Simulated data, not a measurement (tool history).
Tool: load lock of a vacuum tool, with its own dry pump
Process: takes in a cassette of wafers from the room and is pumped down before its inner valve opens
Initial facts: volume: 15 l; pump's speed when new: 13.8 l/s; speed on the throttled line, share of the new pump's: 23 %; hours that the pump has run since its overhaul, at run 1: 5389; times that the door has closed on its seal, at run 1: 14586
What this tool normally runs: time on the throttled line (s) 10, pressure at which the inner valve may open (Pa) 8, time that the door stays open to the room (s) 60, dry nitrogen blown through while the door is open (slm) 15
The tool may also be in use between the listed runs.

run      day  time on the throttled line (s)  pressure at which the inner valve may open (Pa)  time that the door stays open to the room (s)  dry nitrogen blown through while the door is open (slm)  hours that the pump has run since its overhaul  times that the door has closed on its seal  incoming humidity of the room's air, %  time from the closed door until the inner valve may open (s)  rise of the pressure with all valves shut (Pa/min)
  1    0.000                              10                                                8                                             60                                                       15                                            5389                                       14586                                    41.9                                                          18.8                                               0.049
  2    8.150                              10                                                8                                             60                                                       15                                            5585                                       14943                                    44.3                                                          19.5                                               0.051
  3   18.717                              10                                                8                                             65                                                       15                                            5839                                       15405                                    46.0                                                          19.2                                               0.063
  4   26.204                              10                                               16                                             65                                                       15                                            6018                                       15733                                    46.7                                                          18.4                                               0.069
  5   37.692                              10                                                8                                             60                                                       15                                            6294                                       16236                                    44.6                                                          19.3                                               0.056
  6   46.146                              10                                                8                                             60                                                       15                                            6497                                       16606                                    43.1                                                          18.8                                               0.053
  7   54.338                              10                                                8                                             60                                                        7                                            6694                                       16965                                    43.5                                                          19.5                                               0.059
  8   61.188                              10                                                8                                             60                                                        7                                            6858                                       17265                                    46.7                                                          19.1                                               0.064
  9   66.779                              10                                                8                                             60                                                       35                                            6992                                       17509                                    44.6                                                          19.4                                               0.048
 10   75.367                              10                                                8                                             60                                                       35                                            7198                                       17885                                    46.1                                                          19.3                                               0.046
 11   81.354                              10                                                8                                             60                                                       15                                            7342                                       18148                                    45.2                                                          19.8                                               0.059
 12   88.388                              10                                                8                                             60                                                       15                                            7511                                       18456                                    44.0                                                          19.0                                               0.058
 13   99.817                              10                                                8                                             60                                                       15                                            7785                                       18956                                    41.7                                                          19.5                                               0.064
 14  112.267                              10                                                8                                             60                                                       15                                            8084                                       19501                                    43.7                                                          19.4                                               0.057
 15  118.375                              10                                                8                                             60                                                       15                                            8230                                       19769                                    43.3                                                          19.3                                               0.056
 16  126.767                              18                                                8                                             60                                                       15                                            8432                                       20136                                    44.4                                                          25.6                                               0.062
 17  133.117                              18                                                8                                             60                                                       15                                            8584                                       20414                                    45.2                                                          25.5                                               0.069
 18  140.642                              18                                                8                                             60                                                       15                                            8765                                       20744                                    42.3                                                          25.3                                               0.056
 19  152.954                              18                                                8                                             60                                                       15                                            9060                                       21283                                    47.0                                                          25.6                                               0.062
 20  162.033                              18                                                8                                             60                                                       15                                            9278                                       21680                                    44.3                                                          25.6                                               0.061
 21  169.962                              18                                                8                                             60                                                       15                                            9469                                       22027                                    47.1                                                          25.5                                               0.063
 22  177.462                               6                                               13                                             48                                                       43                                            9649                                       22356                                    45.2                                                          16.5                                               0.048
 23  183.462                               6                                               13                                             48                                                       43                                            9793                                       22618                                    42.9                                                          16.3                                               0.046
 24  195.625                               6                                               13                                             48                                                       43                                           10084                                       23151                                    48.7                                                          16.5                                               0.057
 25  205.075                              18                                               14                                             64                                                        7                                           10311                                       23565                                    47.2                                                          24.8                                               0.076
 26  212.238                               7                                               16                                            140                                                       10                                           10483                                       23878                                    43.8                                                          17.0                                               0.089
 27  220.967                              11                                                7                                            140                                                       10                                           10693                                       24260                                    46.8                                                          20.9                                               0.085
 28  232.000                              11                                                7                                            140                                                       10                                           10958                                       24743                                    45.6                                                          21.3                                               0.086
 29  243.854                              11                                                7                                            140                                                       10                                           11242                                       25263                                    46.9                                                          21.2                                               0.094
 30  253.967                              11                                                7                                            140                                                       10                                           11485                                       25705                                    47.4                                                          21.2                                               0.096
 31  266.525                              16                                                7                                             41                                                        7                                           11786                                       26255                                    45.8                                                          25.4                                               0.066
     269.692  -- dry pump taken out, an overhauled one fitted
 32  274.375                              11                                               11                                             48                                                        5                                             112                                       26588                                    47.5                                                          18.1                                               0.074
 33  283.000                               5                                                9                                             66                                                        7                                             319                                       26965                                    45.0                                                          14.1                                               0.080
 34  293.292                               5                                                9                                             66                                                        7                                             566                                       27416                                    43.4                                                          14.1                                               0.075
 35  301.467                              10                                                9                                             60                                                       15                                             763                                       27774                                    43.2                                                          17.9                                               0.072
 36  313.288                              10                                                9                                             60                                                       15                                            1046                                       28292                                    41.9                                                          18.0                                               0.071
 37  319.871                              10                                                6                                             60                                                       12                                            1204                                       28580                                    42.0                                                          18.4                                               0.068

Each run again, without the hidden state but with its own random variation kept:
What the log doesn't record here: pump's speed, % of a new pump's; leak at the door's seal, Pa l/s; drift of the gauge itself on ready_s, %; drift of the gauge itself on rise_pa_min, %.
run  time from the closed door until the inner valve may open (s)  rise of the pressure with all valves shut (Pa/min)
  1                                                          17.9                                               0.037
  2                                                          18.6                                               0.039
  3                                                          18.2                                               0.051
  4                                                          17.5                                               0.056
  5                                                          18.2                                               0.042
  6                                                          17.6                                               0.039
  7                                                          18.4                                               0.044
  8                                                          17.9                                               0.049
  9                                                          18.2                                               0.033
 10                                                          18.0                                               0.030
 11                                                          18.5                                               0.043
 12                                                          17.7                                               0.042
 13                                                          18.1                                               0.047
 14                                                          17.9                                               0.039
 15                                                          17.8                                               0.038
 16                                                          24.4                                               0.044
 17                                                          24.2                                               0.050
 18                                                          24.0                                               0.037
 19                                                          24.2                                               0.042
 20                                                          24.2                                               0.041
 21                                                          24.0                                               0.043
 22                                                          14.5                                               0.027
 23                                                          14.3                                               0.025
 24                                                          14.4                                               0.034
 25                                                          23.4                                               0.053
 26                                                          14.9                                               0.066
 27                                                          18.7                                               0.061
 28                                                          19.0                                               0.062
 29                                                          18.9                                               0.069
 30                                                          18.8                                               0.071
 31                                                          23.2                                               0.041
 32                                                          18.1                                               0.048
 33                                                          14.2                                               0.052
 34                                                          14.0                                               0.047
 35                                                          17.8                                               0.044
 36                                                          17.9                                               0.041
 37                                                          18.2                                               0.039
